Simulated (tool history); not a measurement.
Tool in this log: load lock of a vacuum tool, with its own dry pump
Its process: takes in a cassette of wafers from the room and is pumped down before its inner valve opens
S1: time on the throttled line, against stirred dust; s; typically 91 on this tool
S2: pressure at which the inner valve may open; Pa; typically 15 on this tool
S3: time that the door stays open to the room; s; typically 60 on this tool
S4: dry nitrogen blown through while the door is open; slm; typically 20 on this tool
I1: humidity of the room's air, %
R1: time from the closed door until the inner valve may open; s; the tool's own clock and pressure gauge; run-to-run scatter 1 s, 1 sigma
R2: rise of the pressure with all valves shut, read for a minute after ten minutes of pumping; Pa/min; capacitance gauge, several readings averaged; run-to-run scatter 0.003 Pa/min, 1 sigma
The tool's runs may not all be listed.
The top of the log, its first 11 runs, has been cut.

| run | hour | S1 | S2 | S3 | S4 | I1 | R1 | R2 |
|---|---|---|---|---|---|---|---|---|
|  | 3006.4 | dry pump taken out, an overhauled one fitted |
| 12 | 3221.2 | 127 | 15 | 60 | 20 | 41.4 | 189.2 | 0.237 |
| 13 | 3516.4 | 127 | 15 | 28 | 20 | 43.2 | 192.1 | 0.237 |
| 14 | 3910.4 | 127 | 15 | 28 | 20 | 44.4 | 192.5 | 0.246 |
| 15 | 4166.3 | 51 | 15 | 28 | 20 | 42.5 | 132.2 | 0.250 |
| 16 | 4558.7 | 51 | 15 | 28 | 20 | 42.4 | 134.1 | 0.256 |
| 17 | 4794.1 | 51 | 29 | 28 | 20 | 48.3 | 126.4 | 0.264 |
| 18 | 5143.0 | 91 | 15 | 29 | 20 | 43.8 | 166.2 | 0.265 |
| 19 | 5378.1 | 91 | 15 | 29 | 20 | 45.3 | 165.4 | 0.280 |
| 20 | 5741.8 | 91 | 23 | 29 | 36 | 46.3 | 159.4 | 0.278 |
| 21 | 5974.1 | 142 | 18 | 60 | 20 | 45.8 | 203.4 | 0.312 |
| 22 | 6294.8 | 142 | 18 | 60 | 20 | 43.0 | 203.4 | 0.319 |
| 23 | 6525.4 | 91 | 15 | 57 | 11 | 41.4 | 167.2 | 0.325 |
| 24 | 6892.7 | 144 | 21 | 188 | 6 | 45.8 | 205.1 | 0.395 |
| 25 | 7060.0 | 91 | 18 | 60 | 20 | 47.2 | 167.4 | 0.340 |
| 26 | 7446.7 | 73 | 15 | 60 | 20 | 46.5 | 155.7 | 0.357 |
| 27 | 7700.8 | 117 | 14 | 60 | 20 | 46.0 | 186.3 | 0.355 |
| 28 | 7883.0 | 117 | 20 | 60 | 22 | 47.3 | 185.2 | 0.351 |

Run 29 is up next; what results do you expect?
| 29 | 8059.9 | 58 | 15 | 60 | 20 | 45.9 | ? | ? |

Run 29 produced R1 144.8 s, R2 0.370 Pa/min.
The same run, on a tool lacking any hidden state, would have yielded R1 138.9 s, R2 0.038 Pa/min.

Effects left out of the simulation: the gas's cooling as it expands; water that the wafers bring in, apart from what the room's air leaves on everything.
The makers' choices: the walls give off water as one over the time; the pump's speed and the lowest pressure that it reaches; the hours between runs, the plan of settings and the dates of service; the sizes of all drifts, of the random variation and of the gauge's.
